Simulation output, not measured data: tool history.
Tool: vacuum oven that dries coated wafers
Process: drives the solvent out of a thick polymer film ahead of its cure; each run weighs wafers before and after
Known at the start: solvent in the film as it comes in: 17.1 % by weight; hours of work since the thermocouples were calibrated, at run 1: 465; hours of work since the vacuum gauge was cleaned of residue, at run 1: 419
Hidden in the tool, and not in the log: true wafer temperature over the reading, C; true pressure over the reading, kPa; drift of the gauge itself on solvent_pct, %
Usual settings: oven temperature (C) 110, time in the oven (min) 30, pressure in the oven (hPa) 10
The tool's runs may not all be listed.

| run | hour | oven temperature (C) | time in the oven (min) | pressure in the oven (hPa) | hours of work since the thermocouples were calibrated | hours of work since the vacuum gauge was cleaned of residue | solvent left in the film (%) |
|---|---|---|---|---|---|---|---|
| 1 | 0 | 110 | 30 | 10 | 465 | 419 | 1.45 |
| 2 | 14.6 | 110 | 30 | 10 | 474 | 428 | 1.46 |
| 3 | 27.8 | 110 | 30 | 10 | 482 | 436 | 1.45 |
| 4 | 35.4 | 110 | 30 | 10 | 487 | 441 | 1.47 |
| 5 | 50.6 | 110 | 24 | 10 | 496 | 451 | 2.13 |
| 6 | 62.7 | 110 | 53 | 10 | 504 | 458 | 0.61 |
| 7 | 71 | 110 | 30 | 10 | 509 | 463 | 1.47 |
| 8 | 80.6 | 110 | 30 | 10 | 515 | 469 | 1.49 |
| 9 | 94.5 | 110 | 30 | 10 | 524 | 478 | 1.46 |
| 10 | 107.8 | 110 | 17 | 10 | 532 | 486 | 3.53 |
| 11 | 121.5 | 110 | 17 | 10 | 541 | 495 | 3.53 |
| 12 | 133.1 | 110 | 17 | 10 | 548 | 502 | 3.55 |
| 13 | 145.2 | 110 | 17 | 10 | 555 | 510 | 3.58 |
| 14 | 155 | 110 | 17 | 10 | 562 | 516 | 3.53 |
| 15 | 168.6 | 110 | 17 | 5.7 | 570 | 524 | 3.41 |
| 16 | 185.6 | 110 | 30 | 31.9 | 581 | 535 | 2.45 |
| 17 | 193.4 | 110 | 30 | 31.9 | 585 | 540 | 2.45 |
| 18 | 209.7 | 110 | 46 | 10 | 596 | 550 | 0.73 |
| 19 | 218.9 | 110 | 46 | 10 | 601 | 556 | 0.71 |
| 20 | 235.2 | 110 | 46 | 10 | 612 | 566 | 0.7 |
| 21 | 252.6 | 110 | 46 | 10 | 622 | 577 | 0.71 |
| 22 | 262.1 | 110 | 46 | 10 | 628 | 582 | 0.7 |
| 23 | 276.5 | 110 | 46 | 10 | 637 | 591 | 0.74 |
| 24 | 286.5 | 113 | 41 | 12.6 | 643 | 598 | 0.74 |
| 25 | 302.4 | 113 | 41 | 12.6 | 653 | 608 | 0.75 |

Run 26 comes next. What will it give?
| 26 | 311.5 | 99 | 30 | 10 | 659 | 613 | ? |

Run 26 gave solvent left in the film (%) 3.83.
Without the tool's hidden state the same run would have given solvent left in the film (%) 3.83.

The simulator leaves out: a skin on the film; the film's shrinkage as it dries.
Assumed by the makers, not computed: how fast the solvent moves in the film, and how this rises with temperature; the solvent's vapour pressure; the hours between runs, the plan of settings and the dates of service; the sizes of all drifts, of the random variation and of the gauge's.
